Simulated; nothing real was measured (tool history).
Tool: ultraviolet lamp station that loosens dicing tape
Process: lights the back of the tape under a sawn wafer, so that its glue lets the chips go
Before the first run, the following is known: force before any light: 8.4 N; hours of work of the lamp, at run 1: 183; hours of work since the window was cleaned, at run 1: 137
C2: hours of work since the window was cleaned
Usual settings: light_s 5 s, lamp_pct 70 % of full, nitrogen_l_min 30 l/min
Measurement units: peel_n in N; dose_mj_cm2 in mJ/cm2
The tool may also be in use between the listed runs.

run 1 hour=0 | light_s=5 lamp_pct=70 nitrogen_l_min=30 | hours_of_work_of_the_lamp=183 C2=137 | peel_n=0.256 dose_mj_cm2=290
run 2 hour=7 | light_s=5 lamp_pct=72 nitrogen_l_min=30 | hours_of_work_of_the_lamp=188 C2=143 | peel_n=0.243 dose_mj_cm2=289
run 3 hour=13.7 | light_s=5 lamp_pct=72 nitrogen_l_min=30 | hours_of_work_of_the_lamp=193 C2=148 | peel_n=0.242 dose_mj_cm2=295
run 4 hour=20.8 | light_s=5 lamp_pct=72 nitrogen_l_min=30 | hours_of_work_of_the_lamp=198 C2=153 | peel_n=0.238 dose_mj_cm2=295
run 5 hour=26.9 | light_s=8 lamp_pct=70 nitrogen_l_min=30 | hours_of_work_of_the_lamp=203 C2=158 | peel_n=0.121 dose_mj_cm2=456
run 6 hour=36.4 | light_s=8 lamp_pct=70 nitrogen_l_min=30 | hours_of_work_of_the_lamp=210 C2=165 | peel_n=0.109 dose_mj_cm2=454
run 7 hour=44 | light_s=8 lamp_pct=62 nitrogen_l_min=30 | hours_of_work_of_the_lamp=216 C2=170 | peel_n=0.127 dose_mj_cm2=403
run 8 hour=49.1 | light_s=8 lamp_pct=62 nitrogen_l_min=30 | hours_of_work_of_the_lamp=219 C2=174 | peel_n=0.13 dose_mj_cm2=405
run 9 hour=58.6 | light_s=5 lamp_pct=70 nitrogen_l_min=10 | hours_of_work_of_the_lamp=226 C2=181 | peel_n=0.773 dose_mj_cm2=287
run 10 hour=66.9 | light_s=5 lamp_pct=67 nitrogen_l_min=30 | hours_of_work_of_the_lamp=233 C2=188 | peel_n=0.293 dose_mj_cm2=273
run 11 hour=73.8 | light_s=5 lamp_pct=67 nitrogen_l_min=30 | hours_of_work_of_the_lamp=238 C2=193 | peel_n=0.287 dose_mj_cm2=270
run 12 hour=79.2 | light_s=5 lamp_pct=67 nitrogen_l_min=30 | hours_of_work_of_the_lamp=242 C2=197 | peel_n=0.305 dose_mj_cm2=273
-- hour=80.4 window cleaned of glue's vapour
run 13 hour=84.8 | light_s=6 lamp_pct=70 nitrogen_l_min=30 | hours_of_work_of_the_lamp=246 C2=3 | peel_n=0.17 dose_mj_cm2=338
run 14 hour=91.1 | light_s=6 lamp_pct=70 nitrogen_l_min=30 | hours_of_work_of_the_lamp=250 C2=8 | peel_n=0.179 dose_mj_cm2=337
run 15 hour=100.8 | light_s=5 lamp_pct=70 nitrogen_l_min=30 | hours_of_work_of_the_lamp=258 C2=15 | peel_n=0.265 dose_mj_cm2=282
run 16 hour=107.8 | light_s=8 lamp_pct=70 nitrogen_l_min=15 | hours_of_work_of_the_lamp=263 C2=20 | peel_n=0.172 dose_mj_cm2=453
run 17 hour=113 | light_s=2 lamp_pct=66 nitrogen_l_min=11 | hours_of_work_of_the_lamp=267 C2=24 | peel_n=3.151 dose_mj_cm2=103
run 18 hour=117.3 | light_s=3 lamp_pct=67 nitrogen_l_min=14 | hours_of_work_of_the_lamp=270 C2=28 | peel_n=1.679 dose_mj_cm2=163
run 19 hour=124.6 | light_s=3 lamp_pct=67 nitrogen_l_min=14 | hours_of_work_of_the_lamp=276 C2=33 | peel_n=1.721 dose_mj_cm2=164
run 20 hour=132.9 | light_s=2 lamp_pct=63 nitrogen_l_min=17 | hours_of_work_of_the_lamp=282 C2=39 | peel_n=2.872 dose_mj_cm2=99
-- hour=136.6 window cleaned of glue's vapour, once more
run 21 hour=140.6 | light_s=2 lamp_pct=63 nitrogen_l_min=17 | hours_of_work_of_the_lamp=287 C2=3 | peel_n=2.744 dose_mj_cm2=103
run 22 hour=147.5 | light_s=3 lamp_pct=67 nitrogen_l_min=31 | hours_of_work_of_the_lamp=292 C2=8 | peel_n=0.932 dose_mj_cm2=171
run 23 hour=155.8 | light_s=3 lamp_pct=67 nitrogen_l_min=25 | hours_of_work_of_the_lamp=298 C2=14 | peel_n=1.092 dose_mj_cm2=165
run 24 hour=163 | light_s=8 lamp_pct=67 nitrogen_l_min=41 | hours_of_work_of_the_lamp=304 C2=20 | peel_n=0.112 dose_mj_cm2=445
run 25 hour=172.1 | light_s=8 lamp_pct=67 nitrogen_l_min=12 | hours_of_work_of_the_lamp=311 C2=27 | peel_n=0.246 dose_mj_cm2=442
run 26 hour=180.1 | light_s=8 lamp_pct=71 nitrogen_l_min=55 | hours_of_work_of_the_lamp=317 C2=33 | peel_n=0.103 dose_mj_cm2=463
run 27 hour=186.2 | light_s=4 lamp_pct=70 nitrogen_l_min=33 | hours_of_work_of_the_lamp=321 C2=37 | peel_n=0.41 dose_mj_cm2=229
run 28 hour=193.8 | light_s=9 lamp_pct=76 nitrogen_l_min=13 | hours_of_work_of_the_lamp=327 C2=43 | peel_n=0.142 dose_mj_cm2=552
run 29 hour=202.6 | light_s=2 lamp_pct=68 nitrogen_l_min=54 | hours_of_work_of_the_lamp=333 C2=49 | peel_n=1.312 dose_mj_cm2=112

Consider 4 possible next runs. They are alternatives, not a sequence: every one starts from the tool as it was left by run 29. What does each give?
run A hour=207.2 | light_s=3 lamp_pct=73 nitrogen_l_min=25 | hours_of_work_of_the_lamp=337 C2=53 | peel_n=? dose_mj_cm2=?
run B hour=207.2 | light_s=9 lamp_pct=76 nitrogen_l_min=30 | hours_of_work_of_the_lamp=337 C2=53 | peel_n=? dose_mj_cm2=?
run C hour=207.2 | light_s=8 lamp_pct=70 nitrogen_l_min=33 | hours_of_work_of_the_lamp=337 C2=53 | peel_n=? dose_mj_cm2=?
run D hour=207.2 | light_s=2 lamp_pct=99 nitrogen_l_min=54 | hours_of_work_of_the_lamp=337 C2=53 | peel_n=? dose_mj_cm2=?

run=A peel_n=0.934 dose_mj_cm2=178
run=B peel_n=0.109 dose_mj_cm2=556
run=C peel_n=0.115 dose_mj_cm2=454
run=D peel_n=0.599 dose_mj_cm2=163
Stripped of hidden state, with their random variation kept, the same runs would have yielded:
run=A peel_n=0.816 dose_mj_cm2=190
run=B peel_n=0.107 dose_mj_cm2=593
run=C peel_n=0.112 dose_mj_cm2=485
run=D peel_n=0.515 dose_mj_cm2=174
